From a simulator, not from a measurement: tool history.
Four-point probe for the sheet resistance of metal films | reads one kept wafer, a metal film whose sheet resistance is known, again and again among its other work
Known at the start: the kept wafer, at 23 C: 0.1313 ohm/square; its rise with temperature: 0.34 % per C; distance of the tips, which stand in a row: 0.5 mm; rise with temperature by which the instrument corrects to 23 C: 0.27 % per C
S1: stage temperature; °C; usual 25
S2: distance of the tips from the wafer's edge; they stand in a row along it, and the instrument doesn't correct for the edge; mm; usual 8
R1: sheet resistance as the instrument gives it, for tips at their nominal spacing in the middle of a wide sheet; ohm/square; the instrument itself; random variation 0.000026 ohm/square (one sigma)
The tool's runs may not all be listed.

run   hour  S1  S2        R1
  1      0  25   8  0.132444
  2   14.4  25  11   0.13229
  3   25.1  25   8  0.132459
  4     42  25   8  0.132427
  5   51.6  24   8  0.132411
  6   67.5  24   8  0.132403
  7   85.6  24   8  0.132479
  8   93.6  24   8  0.132431
  9  104.3  24   8  0.132425
 10  114.5  24   8  0.132437
 11  127.4  25   8  0.132556
 12  136.3  25   8  0.132523
 13  149.6  25   8  0.132555
 14  166.4  25   8  0.132584
 15  184.5  25   8  0.132596
 16  202.6  25   8  0.132621
 17  214.8  34   8  0.133387
 18  231.8  25   8  0.132648
 19  240.2  25   8  0.132629
 20  249.5  25   8  0.132651
 21  258.3  18   4  0.132816
 22  276.1  18   4  0.132903
 23  291.2  18   4  0.132844
 24  309.4  25   5  0.133104
 25  323.4  25   5  0.133157
 26    338  31  39  0.132944
 27  352.6  31  39  0.132973
 28  363.4  27   3  0.134623
 29  377.1  22   7  0.132592
 30  385.2  25  16  0.132549
 31  395.1  32  27  0.133135
 32  412.5  32  27  0.133141
 33  431.9  26  14  0.132712
 34  442.3  26  14  0.132731
 35  452.6  21   4  0.133252
 36  463.6  22   4  0.133396
 37  472.7  32  14  0.133248
 38  489.1  24   3  0.134436
 39    499  24   8    0.1328
 40  515.2  31  52  0.133169

Forecast each of these 3 alternatives for the next run:
  A  532.3  26  21   ?
  B  532.3  28  52   ?
  C  532.3  31  26   ?

run        R1
  A  0.132741
  B  0.132879
  C  0.133164
Without the tool's hidden state the same runs would have given:
run        R1
  A    0.1316
  B  0.131737
  C  0.132019
